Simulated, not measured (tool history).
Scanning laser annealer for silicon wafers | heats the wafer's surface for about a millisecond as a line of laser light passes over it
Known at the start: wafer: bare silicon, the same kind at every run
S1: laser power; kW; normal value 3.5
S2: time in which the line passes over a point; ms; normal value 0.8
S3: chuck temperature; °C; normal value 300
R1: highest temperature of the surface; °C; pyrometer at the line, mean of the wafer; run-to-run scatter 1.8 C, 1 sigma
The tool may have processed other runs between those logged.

run 1 hour=0 | S1=3.5 S2=0.8 S3=300 | R1=1133
run 2 hour=38.7 | S1=3.5 S2=0.8 S3=300 | R1=1135
run 3 hour=86 | S1=3.5 S2=0.8 S3=300 | R1=1135
run 4 hour=110 | S1=3.5 S2=0.8 S3=300 | R1=1130
run 5 hour=135.5 | S1=3.5 S2=0.856 S3=300 | R1=1160
run 6 hour=169.1 | S1=3.5 S2=0.8 S3=291 | R1=1119
run 7 hour=214 | S1=3.5 S2=0.8 S3=291 | R1=1123
-- hour=220.5 window over the wafer cleaned
run 8 hour=256 | S1=3.5 S2=0.8 S3=291 | R1=1130
run 9 hour=285.8 | S1=3.5 S2=0.804 S3=291 | R1=1132
run 10 hour=319.3 | S1=3.5 S2=0.804 S3=291 | R1=1131
run 11 hour=341.5 | S1=3.5 S2=0.8 S3=300 | R1=1139
run 12 hour=390 | S1=3.5 S2=0.8 S3=300 | R1=1136
run 13 hour=428.8 | S1=3.5 S2=0.8 S3=300 | R1=1139
run 14 hour=474 | S1=3.5 S2=0.8 S3=300 | R1=1136
run 15 hour=503.2 | S1=3.5 S2=0.8 S3=300 | R1=1132
run 16 hour=533.1 | S1=3.5 S2=0.8 S3=300 | R1=1137
run 17 hour=580.6 | S1=3.5 S2=0.8 S3=300 | R1=1135
run 18 hour=615.9 | S1=3.5 S2=0.8 S3=300 | R1=1132
run 19 hour=650.6 | S1=3.5 S2=0.8 S3=300 | R1=1130
run 20 hour=691.1 | S1=3.5 S2=0.8 S3=300 | R1=1130
run 21 hour=738.6 | S1=3.5 S2=0.8 S3=300 | R1=1129
run 22 hour=771.2 | S1=3.5 S2=0.648 S3=266 | R1=1014
run 23 hour=791.1 | S1=3.5 S2=0.8 S3=314 | R1=1144
-- hour=833.5 window over the wafer cleaned
run 24 hour=837.2 | S1=3.5 S2=0.8 S3=314 | R1=1157
run 25 hour=874 | S1=3.029 S2=0.8 S3=261 | R1=992
run 26 hour=898 | S1=3.098 S2=0.566 S3=333 | R1=963
run 27 hour=932.3 | S1=3.796 S2=0.8 S3=300 | R1=1211
run 28 hour=964 | S1=3.331 S2=0.957 S3=300 | R1=1175
run 29 hour=995.7 | S1=3.5 S2=0.949 S3=300 | R1=1212
run 30 hour=1044 | S1=3.547 S2=0.734 S3=332 | R1=1143
run 31 hour=1066.5 | S1=3.547 S2=0.734 S3=332 | R1=1144
run 32 hour=1086.5 | S1=3.547 S2=0.734 S3=332 | R1=1145
run 33 hour=1109.2 | S1=3.046 S2=0.79 S3=290 | R1=1016
-- hour=1124.6 optics aligned, line set to its width
run 34 hour=1162.8 | S1=3.5 S2=0.687 S3=300 | R1=1078
run 35 hour=1187.3 | S1=3.5 S2=0.687 S3=300 | R1=1083
run 36 hour=1212.3 | S1=3.5 S2=0.6 S3=293 | R1=1019
run 37 hour=1255.6 | S1=3.5 S2=0.6 S3=293 | R1=1020
run 38 hour=1287.1 | S1=3.5 S2=0.633 S3=311 | R1=1054
run 39 hour=1307.3 | S1=3.667 S2=0.711 S3=311 | R1=1137
run 40 hour=1327.4 | S1=3.783 S2=0.8 S3=274 | R1=1174
run 41 hour=1366.5 | S1=3.731 S2=0.675 S3=300 | R1=1119
run 42 hour=1401.5 | S1=3.793 S2=0.8 S3=300 | R1=1201

Forecast each of these 3 alternatives for the next run:
run A hour=1431 | S1=3.528 S2=0.8 S3=289 | R1=?
run B hour=1431 | S1=3.5 S2=0.654 S3=300 | R1=?
run C hour=1431 | S1=3.5 S2=0.8 S3=312 | R1=?

run=A R1=1125
run=B R1=1053
run=C R1=1146
Without the tool's unlogged condition, the same runs would have read:
run=A R1=1138
run=B R1=1064
run=C R1=1159

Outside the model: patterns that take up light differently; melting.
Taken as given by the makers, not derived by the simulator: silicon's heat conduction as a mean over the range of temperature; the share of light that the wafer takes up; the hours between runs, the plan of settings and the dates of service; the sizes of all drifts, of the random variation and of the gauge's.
